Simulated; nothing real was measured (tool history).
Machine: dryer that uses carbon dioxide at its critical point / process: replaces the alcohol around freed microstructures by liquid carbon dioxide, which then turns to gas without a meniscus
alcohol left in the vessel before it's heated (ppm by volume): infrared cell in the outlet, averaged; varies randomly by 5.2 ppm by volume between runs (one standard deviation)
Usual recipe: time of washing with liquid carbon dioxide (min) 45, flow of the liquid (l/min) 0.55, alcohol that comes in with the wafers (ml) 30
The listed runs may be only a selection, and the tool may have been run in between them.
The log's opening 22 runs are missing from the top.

run	hour	time of washing with liquid carbon dioxide (min)	flow of the liquid (l/min)	alcohol that comes in with the wafers (ml)	hours of work since the filter was changed	hours of work since the purifier's bed was changed	alcohol left in the vessel before it's heated (ppm by volume)
23	604.3	45	0.749	30	234	1235	120
24	642.3	31	0.868	30	263	1264	178
25	660.6	35	0.489	86	278	1278	1565
# hour 666.4: purifier's bed changed
26	680.7	35	0.489	86	291	11	1469
# hour 706.9: inlet filter changed
27	721.1	35	0.489	86	11	41	1003
28	738.3	35	0.489	86	24	55	1015
29	768.1	35	0.489	86	47	77	1073
30	798.5	35	0.489	86	70	101	1089
31	817.6	35	0.642	21	85	115	117
32	840.7	39	0.929	91	103	133	50
33	875.4	32	0.597	56	130	160	542
34	902.7	32	0.408	55	151	181	1594
35	932.8	32	0.401	35	174	204	1076
36	965.7	52	0.336	56	199	229	850
37	1001.8	50	0.522	29	227	257	125
38	1032.6	50	0.522	29	250	281	131
39	1055.2	50	0.522	29	268	298	133
40	1077.5	50	0.522	29	285	315	149
41	1101.9	27	0.55	60	304	334	1474
# hour 1110.3: inlet filter changed
42	1124.6	41	0.616	56	11	351	179
43	1147.9	29	0.672	56	29	369	450
44	1181.1	45	0.55	109	54	394	366
45	1208.9	31	0.55	31	76	416	416
46	1244.2	31	0.55	31	103	443	435

Each row is a separate what-if for the run after 46, all from the same tool condition, not one after another. Results?
A	1261.5	45	0.511	61	116	456	?
B	1261.5	29	0.55	47	116	456	?
C	1261.5	31	0.55	93	116	456	?
D	1261.5	31	0.55	46	116	456	?

run	alcohol left in the vessel before it's heated (ppm by volume)
A	320
B	770
C	1292
D	671
Take away the tool's hidden state, keep each run's random variation, and the runs would have read:
run	alcohol left in the vessel before it's heated (ppm by volume)
A	228
B	630
C	1064
D	540
